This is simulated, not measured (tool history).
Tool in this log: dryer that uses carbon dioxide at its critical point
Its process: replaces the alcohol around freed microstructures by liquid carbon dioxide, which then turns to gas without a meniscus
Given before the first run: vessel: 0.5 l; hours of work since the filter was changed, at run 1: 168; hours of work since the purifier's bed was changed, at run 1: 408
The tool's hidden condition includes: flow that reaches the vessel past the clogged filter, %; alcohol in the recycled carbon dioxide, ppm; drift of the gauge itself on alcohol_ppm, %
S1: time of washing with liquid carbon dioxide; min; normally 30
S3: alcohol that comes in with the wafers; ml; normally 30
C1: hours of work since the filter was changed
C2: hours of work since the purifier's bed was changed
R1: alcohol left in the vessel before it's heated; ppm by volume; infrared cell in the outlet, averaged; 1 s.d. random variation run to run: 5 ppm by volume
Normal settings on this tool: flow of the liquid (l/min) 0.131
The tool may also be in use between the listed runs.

Run 1, hour 0.0: usual settings; C1 168; C2 408. Result: R1 115 ppm by volume.
Run 2, hour 27.8: usual settings; C1 180; C2 421. Result: R1 110 ppm by volume.
Run 3, hour 46.5: usual settings but S1 18 min; C1 188; C2 429. Result: R1 870 ppm by volume.
Run 4, hour 70.2: usual settings but S3 25 ml; C1 199; C2 440. Result: R1 120 ppm by volume.
Run 5, hour 95.6: usual settings but S3 25 ml; C1 210; C2 451. Result: R1 116 ppm by volume.
Run 6, hour 119.6: usual settings but S3 25 ml; C1 221; C2 461. Result: R1 121 ppm by volume.
Run 7, hour 149.2: usual settings but S1 18 min, flow of the liquid (l/min) 0.113, S3 109 ml; C1 234; C2 474. Result: R1 5218 ppm by volume.
Run 8, hour 171.9: usual settings but flow of the liquid (l/min) 0.108, S3 29 ml; C1 244; C2 485. Result: R1 246 ppm by volume.
Run 9, hour 195.5: usual settings but S1 36 min, flow of the liquid (l/min) 0.093, S3 21 ml; C1 254; C2 495. Result: R1 182 ppm by volume.
Run 10, hour 215.3: usual settings but S1 36 min, flow of the liquid (l/min) 0.093, S3 21 ml; C1 263; C2 504. Result: R1 185 ppm by volume.

Run by run, hidden condition taken away, random variation retained:
run    R1
  1    31
  2    24
  3   628
  4    30
  5    24
  6    28
  7  3985
  8   107
  9    61
 10    61

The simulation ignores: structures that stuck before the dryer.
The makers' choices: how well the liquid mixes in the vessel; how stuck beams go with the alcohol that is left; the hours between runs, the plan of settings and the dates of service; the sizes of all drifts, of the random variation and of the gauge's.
